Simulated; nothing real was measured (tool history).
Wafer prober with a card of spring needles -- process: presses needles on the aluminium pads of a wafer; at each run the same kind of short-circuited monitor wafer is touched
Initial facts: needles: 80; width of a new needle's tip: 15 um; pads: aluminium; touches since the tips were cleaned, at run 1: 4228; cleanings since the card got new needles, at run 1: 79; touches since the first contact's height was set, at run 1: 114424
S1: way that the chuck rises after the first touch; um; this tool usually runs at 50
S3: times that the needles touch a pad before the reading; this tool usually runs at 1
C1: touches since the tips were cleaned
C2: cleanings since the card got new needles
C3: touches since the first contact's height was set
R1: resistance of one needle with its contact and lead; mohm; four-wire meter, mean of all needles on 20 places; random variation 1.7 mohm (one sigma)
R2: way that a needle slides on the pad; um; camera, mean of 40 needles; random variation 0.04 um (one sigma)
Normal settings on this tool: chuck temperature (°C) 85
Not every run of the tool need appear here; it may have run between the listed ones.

{"run": 1, "day": 0.0, "S1": 50, "chuck temperature (°C)": 85, "S3": 1, "C1": 4228, "C2": 79, "C3": 114424, "R1": 289, "R2": 6.21}
{"day": 0.771, "done": "tips cleaned on abrasive film"}
{"day": 1.892, "done": "tips cleaned on abrasive film"}
{"run": 2, "day": 1.904, "S1": 50, "chuck temperature (°C)": 60, "S3": 1, "C1": 99, "C2": 81, "C3": 130462, "R1": 190, "R2": 6.24}
{"day": 3.017, "done": "tips cleaned on abrasive film"}
{"day": 4.108, "done": "tips cleaned on abrasive film"}
{"run": 3, "day": 5.054, "S1": 50, "chuck temperature (°C)": 60, "S3": 1, "C1": 8015, "C2": 83, "C3": 157035, "R1": 317, "R2": 6.18}
{"day": 5.212, "done": "tips cleaned on abrasive film"}
{"day": 6.483, "done": "tips cleaned on abrasive film"}
{"run": 4, "day": 6.888, "S1": 50, "chuck temperature (°C)": 85, "S3": 1, "C1": 3435, "C2": 85, "C3": 172481, "R1": 267, "R2": 6.18}
{"day": 7.592, "done": "tips cleaned on abrasive film"}
{"day": 8.733, "done": "tips cleaned on abrasive film"}
{"run": 5, "day": 9.288, "S1": 39, "chuck temperature (°C)": 85, "S3": 1, "C1": 4699, "C2": 87, "C3": 192700, "R1": 356, "R2": 4.71}
{"day": 10.038, "done": "tips cleaned on abrasive film"}
{"day": 11.188, "done": "tips cleaned on abrasive film"}
{"run": 6, "day": 11.412, "S1": 50, "chuck temperature (°C)": 85, "S3": 1, "C1": 1900, "C2": 89, "C3": 210603, "R1": 240, "R2": 6.12}
{"day": 12.254, "done": "tips cleaned on abrasive film"}
{"day": 13.346, "done": "tips cleaned on abrasive film"}
{"day": 13.562, "done": "height of the first contact set anew"}
{"run": 7, "day": 13.904, "S1": 50, "chuck temperature (°C)": 104, "S3": 1, "C1": 4614, "C2": 91, "C3": 2904, "R1": 288, "R2": 6.29}
{"day": 14.625, "done": "tips cleaned on abrasive film"}
{"day": 15.867, "done": "tips cleaned on abrasive film"}
{"run": 8, "day": 16.088, "S1": 50, "chuck temperature (°C)": 35, "S3": 1, "C1": 1858, "C2": 93, "C3": 21302, "R1": 239, "R2": 6.28}
{"day": 17.021, "done": "tips cleaned on abrasive film"}
{"day": 18.271, "done": "tips cleaned on abrasive film"}
{"run": 9, "day": 19.017, "S1": 50, "chuck temperature (°C)": 35, "S3": 1, "C1": 6319, "C2": 95, "C3": 46010, "R1": 302, "R2": 6.22}
{"day": 19.533, "done": "tips cleaned on abrasive film"}
{"day": 20.783, "done": "tips cleaned on abrasive film"}
{"run": 10, "day": 21.408, "S1": 50, "chuck temperature (°C)": 35, "S3": 1, "C1": 5283, "C2": 97, "C3": 66170, "R1": 286, "R2": 6.36}
{"day": 21.933, "done": "tips cleaned on abrasive film"}
{"day": 23.225, "done": "tips cleaned on abrasive film"}
{"day": 24.454, "done": "tips cleaned on abrasive film"}
{"run": 11, "day": 24.512, "S1": 50, "chuck temperature (°C)": 85, "S3": 1, "C1": 495, "C2": 100, "C3": 92312, "R1": 202, "R2": 6.3}
{"day": 25.646, "done": "tips cleaned on abrasive film"}
{"day": 26.792, "done": "tips cleaned on abrasive film"}
{"day": 27.971, "done": "tips cleaned on abrasive film"}
{"run": 12, "day": 28.217, "S1": 50, "chuck temperature (°C)": 85, "S3": 1, "C1": 2064, "C2": 103, "C3": 123520, "R1": 243, "R2": 6.16}
{"day": 29.204, "done": "tips cleaned on abrasive film"}
{"run": 13, "day": 30.125, "S1": 50, "chuck temperature (°C)": 85, "S3": 1, "C1": 7777, "C2": 104, "C3": 139639, "R1": 326, "R2": 6.23}
{"day": 30.392, "done": "tips cleaned on abrasive film"}
{"day": 31.6, "done": "tips cleaned on abrasive film"}
{"day": 32.829, "done": "tips cleaned on abrasive film"}
{"run": 14, "day": 33.017, "S1": 50, "chuck temperature (°C)": 85, "S3": 3, "C1": 1615, "C2": 107, "C3": 164001, "R1": 204, "R2": 6.09}
{"day": 33.908, "done": "tips cleaned on abrasive film"}
{"day": 35.046, "done": "tips cleaned on abrasive film"}
{"day": 36.162, "done": "tips cleaned on abrasive film"}
{"run": 15, "day": 36.162, "S1": 50, "chuck temperature (°C)": 85, "S3": 3, "C1": 0, "C2": 110, "C3": 190488, "R1": 188, "R2": 6.18}
{"day": 37.25, "done": "tips cleaned on abrasive film"}
{"day": 38.454, "done": "tips cleaned on abrasive film"}
{"run": 16, "day": 39.379, "S1": 50, "chuck temperature (°C)": 63, "S3": 2, "C1": 7794, "C2": 112, "C3": 217613, "R1": 268, "R2": 6.16}
{"day": 39.542, "done": "tips cleaned on abrasive film"}
{"day": 40.783, "done": "tips cleaned on abrasive film"}
{"day": 40.796, "done": "height of the first contact set anew"}
{"day": 41.938, "done": "tips cleaned on abrasive film"}
{"run": 17, "day": 42.333, "S1": 50, "chuck temperature (°C)": 63, "S3": 2, "C1": 3338, "C2": 115, "C3": 12984, "R1": 236, "R2": 6.36}
{"day": 43.0, "done": "tips cleaned on abrasive film"}
{"day": 44.154, "done": "tips cleaned on abrasive film"}
{"run": 18, "day": 44.75, "S1": 50, "chuck temperature (°C)": 63, "S3": 2, "C1": 5036, "C2": 117, "C3": 33329, "R1": 240, "R2": 6.31}
{"day": 45.342, "done": "tips cleaned on abrasive film"}
{"day": 46.542, "done": "tips cleaned on abrasive film"}
{"day": 47.821, "done": "tips cleaned on abrasive film"}
{"run": 19, "day": 47.988, "S1": 50, "chuck temperature (°C)": 85, "S3": 1, "C1": 1393, "C2": 120, "C3": 60608, "R1": 237, "R2": 6.23}
{"day": 48.888, "done": "tips cleaned on abrasive film"}
{"day": 50.112, "done": "tips cleaned on abrasive film"}
{"day": 51.2, "done": "tips cleaned on abrasive film"}
{"run": 20, "day": 51.796, "S1": 50, "chuck temperature (°C)": 85, "S3": 1, "C1": 5070, "C2": 123, "C3": 92744, "R1": 295, "R2": 6.3}
{"day": 52.279, "done": "tips cleaned on abrasive film"}
{"day": 53.546, "done": "tips cleaned on abrasive film"}
{"run": 21, "day": 54.225, "S1": 50, "chuck temperature (°C)": 85, "S3": 1, "C1": 5737, "C2": 125, "C3": 113193, "R1": 314, "R2": 6.24}
{"day": 54.721, "done": "tips cleaned on abrasive film"}
{"day": 55.825, "done": "tips cleaned on abrasive film"}
{"day": 57.058, "done": "tips cleaned on abrasive film"}
{"run": 22, "day": 57.35, "S1": 50, "chuck temperature (°C)": 47, "S3": 2, "C1": 2453, "C2": 128, "C3": 139515, "R1": 227, "R2": 6.24}
{"day": 58.179, "done": "tips cleaned on abrasive film"}
{"day": 59.292, "done": "tips cleaned on abrasive film"}
{"run": 23, "day": 59.904, "S1": 50, "chuck temperature (°C)": 47, "S3": 2, "C1": 5183, "C2": 130, "C3": 161065, "R1": 250, "R2": 6.16}
{"day": 60.554, "done": "tips cleaned on abrasive film"}
{"day": 61.825, "done": "tips cleaned on abrasive film"}
{"run": 24, "day": 62.842, "S1": 50, "chuck temperature (°C)": 47, "S3": 2, "C1": 8603, "C2": 132, "C3": 185828, "R1": 278, "R2": 6.18}
{"day": 63.104, "done": "tips cleaned on abrasive film"}
{"day": 64.312, "done": "tips cleaned on abrasive film"}
{"day": 65.546, "done": "tips cleaned on abrasive film"}
{"run": 25, "day": 65.767, "S1": 50, "chuck temperature (°C)": 42, "S3": 2, "C1": 1856, "C2": 135, "C3": 210464, "R1": 217, "R2": 6.07}
{"day": 66.658, "done": "tips cleaned on abrasive film"}
{"day": 67.704, "done": "tips cleaned on abrasive film"}
{"day": 68.146, "done": "height of the first contact set anew"}
{"run": 26, "day": 68.654, "S1": 50, "chuck temperature (°C)": 70, "S3": 1, "C1": 7926, "C2": 137, "C3": 4286, "R1": 332, "R2": 6.39}
{"day": 68.888, "done": "tips cleaned on abrasive film"}
{"day": 70.071, "done": "tips cleaned on abrasive film"}
{"run": 27, "day": 70.767, "S1": 44, "chuck temperature (°C)": 64, "S3": 1, "C1": 5882, "C2": 139, "C3": 22095, "R1": 371, "R2": 5.56}
{"day": 71.217, "done": "tips cleaned on abrasive film"}
{"day": 72.329, "done": "tips cleaned on abrasive film"}
{"run": 28, "day": 72.796, "S1": 44, "chuck temperature (°C)": 64, "S3": 1, "C1": 3969, "C2": 141, "C3": 39194, "R1": 309, "R2": 5.56}
{"day": 73.554, "done": "tips cleaned on abrasive film"}
{"day": 74.729, "done": "tips cleaned on abrasive film"}
{"run": 29, "day": 75.129, "S1": 32, "chuck temperature (°C)": 85, "S3": 2, "C1": 3387, "C2": 143, "C3": 58853, "R1": 351, "R2": 4.02}

Hidden state or all else? Some run-to-run changes of R1, split into what the settings, what came in and random variation would give without the hidden state, and what is left for the hidden state (with any gauge scatter that isn't in both results):
Hidden state at play: debris on the tips, nm; way that the needles fall short of the set height, um; tips' diameter, um; drift of the gauge itself on contact_mohm, %; drift of the gauge itself on scrub_um, %.
Run 2 -> 3: tips cleaned on abrasive film, tips cleaned on abrasive film. R1 +127 mohm: hidden state +127, all else +0.
Run 13 -> 14: S3 1 -> 3, tips cleaned on abrasive film, tips cleaned on abrasive film, tips cleaned on abrasive film. R1 -122 mohm: hidden state -122, all else +0.

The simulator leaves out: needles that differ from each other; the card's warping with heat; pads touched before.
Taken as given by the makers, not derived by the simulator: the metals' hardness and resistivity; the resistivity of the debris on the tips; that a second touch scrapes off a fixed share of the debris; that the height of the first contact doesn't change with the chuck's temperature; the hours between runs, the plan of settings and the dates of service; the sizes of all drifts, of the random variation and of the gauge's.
